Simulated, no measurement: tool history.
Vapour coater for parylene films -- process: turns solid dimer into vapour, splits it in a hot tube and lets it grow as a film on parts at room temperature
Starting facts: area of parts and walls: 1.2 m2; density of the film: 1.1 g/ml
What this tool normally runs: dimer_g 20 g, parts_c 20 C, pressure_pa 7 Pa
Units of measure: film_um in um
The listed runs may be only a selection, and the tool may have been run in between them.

run	hour	dimer_g	parts_c	pressure_pa	film_um
1	0	20	20	7	10.37
2	11.9	20	20	3.07	11.52
3	36.8	20	20	3.07	11.56
4	51.7	20	20	7	10.46
5	62.2	20	20	7	10.46
6	79.6	11	15	5.03	7.02
7	97	11	15	3.62	7.42
8	110.7	20	20	6.3	10.28
9	130	27	23	6.17	12.72
10	140	20	16	3.38	13.07

How would selected steps in film_um from run to run divide? Give the signed amount a tool lacking its hidden state would still show from settings, what came in and random variation, and the signed amount left for the hidden state, including any gauge scatter that is not in both of the compared results.
Hidden state at play: vapour lost through the trap's worn valve, %; true temperature of the parts over the reading, C; drift of the gauge itself on film_um, %.
Run 5 -> 6: dimer_g 20 -> 11, parts_c 20 -> 15, pressure_pa 7 -> 5.03. film_um -3.44 um: hidden state +0.18, all else -3.62.
Run 7 -> 8: dimer_g 11 -> 20, parts_c 15 -> 20, pressure_pa 3.62 -> 6.3. film_um +2.86 um: hidden state -0.2, all else +3.06.

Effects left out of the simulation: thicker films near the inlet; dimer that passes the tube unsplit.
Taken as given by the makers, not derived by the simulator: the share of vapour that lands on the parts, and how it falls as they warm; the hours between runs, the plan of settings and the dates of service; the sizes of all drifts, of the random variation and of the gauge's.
